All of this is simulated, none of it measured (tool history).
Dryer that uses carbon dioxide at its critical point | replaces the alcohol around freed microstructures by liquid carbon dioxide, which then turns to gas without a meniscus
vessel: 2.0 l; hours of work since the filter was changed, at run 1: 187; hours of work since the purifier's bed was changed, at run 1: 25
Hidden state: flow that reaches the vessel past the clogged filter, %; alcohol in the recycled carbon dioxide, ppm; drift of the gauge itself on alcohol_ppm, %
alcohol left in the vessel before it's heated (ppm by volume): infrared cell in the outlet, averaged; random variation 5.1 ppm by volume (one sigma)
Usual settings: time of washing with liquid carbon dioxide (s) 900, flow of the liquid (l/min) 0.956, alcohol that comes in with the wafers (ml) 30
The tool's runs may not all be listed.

| run | hour | time of washing with liquid carbon dioxide (s) | flow of the liquid (l/min) | alcohol that comes in with the wafers (ml) | hours of work since the filter was changed | hours of work since the purifier's bed was changed | alcohol left in the vessel before it's heated (ppm by volume) |
|---|---|---|---|---|---|---|---|
| 1 | 0 | 900 | 0.956 | 30 | 187 | 25 | 174 |
| 2 | 10.8 | 660 | 0.956 | 30 | 192 | 29 | 582 |
| 3 | 17.7 | 660 | 0.956 | 30 | 195 | 33 | 600 |
| 4 | 28.4 | 900 | 0.956 | 30 | 200 | 37 | 195 |
| 5 | 34.4 | 900 | 0.956 | 30 | 203 | 40 | 194 |
| 6 | 40.6 | 900 | 0.956 | 30 | 205 | 43 | 203 |
| 7 | 49.3 | 900 | 0.956 | 30 | 209 | 47 | 204 |
| 8 | 59.1 | 900 | 0.956 | 30 | 214 | 51 | 219 |
| 9 | 65.7 | 900 | 0.956 | 30 | 217 | 54 | 213 |
| 10 | 73.2 | 900 | 0.847 | 30 | 220 | 58 | 356 |
| 11 | 79.5 | 900 | 0.956 | 30 | 223 | 61 | 216 |
|  | 81.3 | inlet filter changed |
| 12 | 89.8 | 900 | 0.956 | 30 | 4 | 65 | 97 |
| 13 | 98.8 | 900 | 0.956 | 113 | 8 | 69 | 326 |
| 14 | 103.2 | 900 | 0.702 | 30 | 10 | 71 | 344 |
| 15 | 111 | 900 | 0.702 | 30 | 14 | 75 | 346 |
| 16 | 118.4 | 900 | 0.702 | 30 | 17 | 78 | 352 |
| 17 | 129 | 900 | 0.702 | 30 | 22 | 83 | 356 |
| 18 | 135.4 | 900 | 0.702 | 30 | 25 | 86 | 365 |
| 19 | 140.9 | 900 | 0.702 | 30 | 27 | 88 | 370 |
| 20 | 148.3 | 1380 | 1.417 | 37 | 30 | 92 | 29 |
| 21 | 153 | 1380 | 1.417 | 37 | 33 | 94 | 28 |
| 22 | 159.7 | 840 | 1.363 | 51 | 36 | 97 | 61 |
| 23 | 165.8 | 600 | 0.771 | 30 | 38 | 100 | 963 |
| 24 | 175.7 | 900 | 0.706 | 28 | 43 | 104 | 352 |
| 25 | 185.9 | 660 | 1.003 | 28 | 48 | 109 | 302 |
| 26 | 195.9 | 900 | 0.956 | 32 | 52 | 113 | 130 |
| 27 | 200.7 | 1260 | 0.609 | 116 | 54 | 115 | 676 |
| 28 | 206.6 | 1260 | 1.389 | 53 | 57 | 118 | 31 |
| 29 | 216 | 1020 | 1.057 | 82 | 61 | 122 | 111 |
| 30 | 222.8 | 900 | 0.636 | 53 | 64 | 126 | 983 |
| 31 | 232.6 | 900 | 0.636 | 53 | 69 | 130 | 992 |
| 32 | 238.9 | 900 | 0.729 | 30 | 72 | 133 | 373 |
| 33 | 243.9 | 840 | 0.729 | 30 | 74 | 135 | 469 |
| 34 | 253.4 | 1080 | 0.956 | 30 | 78 | 139 | 77 |
| 35 | 258.5 | 600 | 0.774 | 30 | 81 | 142 | 1047 |

The same runs without the tool's hidden state, with the same run-to-run variation:
| run | alcohol left in the vessel before it's heated (ppm by volume) |
|---|---|
| 1 | 74 |
| 2 | 318 |
| 3 | 322 |
| 4 | 79 |
| 5 | 77 |
| 6 | 82 |
| 7 | 80 |
| 8 | 89 |
| 9 | 82 |
| 10 | 156 |
| 11 | 80 |
| 12 | 78 |
| 13 | 293 |
| 14 | 312 |
| 15 | 310 |
| 16 | 312 |
| 17 | 310 |
| 18 | 316 |
| 19 | 316 |
| 20 | 5 |
| 21 | 3 |
| 22 | 30 |
| 23 | 854 |
| 24 | 283 |
| 25 | 234 |
| 26 | 81 |
| 27 | 522 |
| 28 | 0 |
| 29 | 58 |
| 30 | 788 |
| 31 | 785 |
| 32 | 268 |
| 33 | 345 |
| 34 | 28 |
| 35 | 838 |
